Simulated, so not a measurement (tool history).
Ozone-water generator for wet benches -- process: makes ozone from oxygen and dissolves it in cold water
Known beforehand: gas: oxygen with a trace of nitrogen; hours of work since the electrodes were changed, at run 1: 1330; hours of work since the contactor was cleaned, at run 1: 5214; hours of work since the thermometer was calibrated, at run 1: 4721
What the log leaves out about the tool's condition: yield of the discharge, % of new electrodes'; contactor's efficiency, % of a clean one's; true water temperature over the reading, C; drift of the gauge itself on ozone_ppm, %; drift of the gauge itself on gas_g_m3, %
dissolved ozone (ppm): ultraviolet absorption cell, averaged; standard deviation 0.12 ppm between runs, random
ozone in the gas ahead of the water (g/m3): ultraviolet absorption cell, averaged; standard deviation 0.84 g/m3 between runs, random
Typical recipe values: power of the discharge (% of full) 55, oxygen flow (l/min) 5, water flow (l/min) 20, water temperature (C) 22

run   hour  power of the discharge (% of full)  oxygen flow (l/min)  water flow (l/min)  water temperature (C)  hours of work since the electrodes were changed  hours of work since the contactor was cleaned  hours of work since the thermometer was calibrated  dissolved ozone (ppm)  ozone in the gas ahead of the water (g/m3)
  1      0                                  55                    5                  20                     22                                             1330                                           5214                                                4721                     13                                       135.6
  2   24.9                                  55                    5                  20                     22                                             1345                                           5229                                                4737                   12.8                                       136.9
  3   74.5                                  55                    5                  20                     22                                             1377                                           5261                                                4769                     13                                       137.1
  4  119.2                                  55                    5                  20                     22                                             1405                                           5289                                                4797                   12.9                                       135.8
  5  164.8                                  55                    5                  20                     22                                             1435                                           5319                                                4826                   12.9                                       134.9
  6  203.7                                  55                    5                  20                     22                                             1459                                           5343                                                4851                     13                                       135.8
  7  241.7                                  55                    5                  20                     22                                             1484                                           5368                                                4875                   13.1                                       136.6
  8  263.4                                  55                    5                  20                     22                                             1497                                           5381                                                4889                     13                                       136.8
  9  300.3                                  55                    5                  20                     22                                             1521                                           5405                                                4912                   12.9                                       136.8
 10  346.4                                  94                    5                  28                     14                                             1550                                           5434                                                4942                     17                                       214.9
 11  395.9                                  74                    5                  20                     22                                             1582                                           5466                                                4973                   16.8                                       174.4
 12  431.6                                  74                    5                  20                     22                                             1604                                           5488                                                4996                   16.8                                       176.9
 13  458.6                                  74                    5                  20                     22                                             1622                                           5506                                                5013                   16.7                                       177.1
 14  495.1                                  93                 6.95                  20                     22                                             1645                                           5529                                                5037                   20.7                                       182.9
 15  521.9                                  66                 2.54                  32                     18                                             1662                                           5546                                                5054                    9.1                                       226.8
 16  564.7                                  40                 2.54                  24                     20                                             1689                                           5573                                                5081                    7.7                                       147.2
 17  588.9                                  79                  3.3                  20                     22                                             1705                                           5589                                                5096                   17.2                                       230.6
 18  623.2                                  79                  3.3                  20                     22                                             1727                                           5611                                                5118                   17.4                                       233.1

4 ways to go on from here, each from the tool as it stands after run 18. What would each give?
  A  664.1                                  55                    5                  23                     22                                             1753                                           5637                                                5144                      ?                                           ?
  B  664.1                                  55                 4.56                  19                     18                                             1753                                           5637                                                5144                      ?                                           ?
  C  664.1                                  73                  3.6                  20                     15                                             1753                                           5637                                                5144                      ?                                           ?
  D  664.1                                  79                 7.12                  20                     15                                             1753                                           5637                                                5144                      ?                                           ?

run  dissolved ozone (ppm)  ozone in the gas ahead of the water (g/m3)
  A                   11.6                                       135.9
  B                   14.3                                       142.9
  C                   17.8                                       205.2
  D                   19.8                                       154.6
Stripped of hidden state, with their random variation kept, the same runs would have yielded:
run  dissolved ozone (ppm)  ozone in the gas ahead of the water (g/m3)
  A                   11.6                                         136
  B                   14.3                                       142.9
  C                   17.8                                       205.3
  D                   19.9                                       154.7
